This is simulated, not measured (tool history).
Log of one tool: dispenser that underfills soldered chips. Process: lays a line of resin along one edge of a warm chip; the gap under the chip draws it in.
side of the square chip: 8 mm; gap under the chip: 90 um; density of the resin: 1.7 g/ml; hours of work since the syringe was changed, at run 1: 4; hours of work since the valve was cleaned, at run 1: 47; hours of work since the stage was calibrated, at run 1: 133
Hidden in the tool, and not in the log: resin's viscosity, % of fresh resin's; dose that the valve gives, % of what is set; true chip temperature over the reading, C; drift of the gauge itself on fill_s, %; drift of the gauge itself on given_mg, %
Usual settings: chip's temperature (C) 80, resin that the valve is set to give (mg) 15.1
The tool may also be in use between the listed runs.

| run | hour | chip's temperature (C) | resin that the valve is set to give (mg) | hours of work since the syringe was changed | hours of work since the valve was cleaned | hours of work since the stage was calibrated | time until the resin shows at the far edge (s) | resin that the valve gave (mg) |
|---|---|---|---|---|---|---|---|---|
| 1 | 0.0 | 80 | 15.1 | 4 | 47 | 133 | 58.9 | 14.63 |
| 2 | 5.1 | 80 | 15.1 | 7 | 51 | 136 | 75.9 | 14.80 |
|  | 5.8 | new syringe of resin |
| 3 | 8.7 | 80 | 15.1 | 2 | 53 | 138 | 48.1 | 14.73 |
| 4 | 13.1 | 92 | 15.1 | 4 | 55 | 141 | 36.1 | 14.63 |
| 5 | 15.9 | 80 | 19.5 | 6 | 57 | 143 | 68.3 | 18.84 |
|  | 18.1 | new syringe of resin |
| 6 | 18.5 | 80 | 19.5 | 0 | 58 | 144 | 41.9 | 18.85 |
| 7 | 23.4 | 80 | 19.5 | 3 | 61 | 147 | 53.8 | 18.89 |
| 8 | 26.1 | 80 | 13.3 | 5 | 63 | 149 | 64.0 | 12.72 |
| 9 | 29.5 | 80 | 13.3 | 7 | 65 | 151 | 75.8 | 12.97 |
|  | 30.5 | new syringe of resin |
| 10 | 33.5 | 80 | 13.3 | 2 | 68 | 153 | 50.0 | 12.99 |
| 11 | 36.3 | 80 | 13.3 | 4 | 69 | 155 | 57.4 | 12.89 |
| 12 | 40.3 | 79 | 15.1 | 6 | 72 | 158 | 70.6 | 14.48 |
|  | 43.0 | new syringe of resin |
| 13 | 43.1 | 79 | 15.1 | 0 | 73 | 159 | 45.0 | 14.69 |
| 14 | 45.8 | 79 | 15.1 | 2 | 75 | 161 | 51.7 | 14.49 |
| 15 | 51.1 | 80 | 12.9 | 5 | 78 | 164 | 63.2 | 12.34 |
|  | 55.1 | new syringe of resin |
| 16 | 55.6 | 69 | 16.6 | 0 | 81 | 167 | 71.6 | 16.04 |
| 17 | 60.6 | 83 | 14.4 | 3 | 84 | 170 | 50.1 | 13.86 |
| 18 | 65.1 | 90 | 17.4 | 6 | 87 | 172 | 44.4 | 16.64 |
|  | 67.3 | new syringe of resin |
| 19 | 67.6 | 90 | 17.4 | 0 | 88 | 174 | 27.5 | 16.63 |
| 20 | 71.3 | 74 | 15.6 | 2 | 90 | 176 | 67.0 | 14.96 |
| 21 | 74.0 | 74 | 15.6 | 4 | 92 | 178 | 77.5 | 14.97 |
| 22 | 76.4 | 74 | 15.6 | 6 | 93 | 179 | 85.9 | 14.85 |
|  | 79.6 | new syringe of resin |
| 23 | 81.2 | 71 | 15.3 | 1 | 96 | 182 | 69.9 | 14.59 |
| 24 | 85.6 | 74 | 16.7 | 4 | 99 | 185 | 74.5 | 15.94 |
| 25 | 90.9 | 92 | 17.0 | 7 | 102 | 188 | 43.4 | 16.26 |
|  | 91.7 | new syringe of resin |
| 26 | 93.4 | 83 | 18.0 | 1 | 103 | 189 | 40.7 | 17.05 |
| 27 | 98.3 | 66 | 17.2 | 4 | 106 | 192 | 113.9 | 16.28 |

Forecast run 28:
| 28 | 103.1 | 66 | 17.2 | 7 | 109 | 195 | ? | ? |

time until the resin shows at the far edge (s): 142.1
resin that the valve gave (mg): 16.40
Without the tool's hidden state the same run would have given time until the resin shows at the far edge (s) 78.0, resin that the valve gave (mg) 17.35.
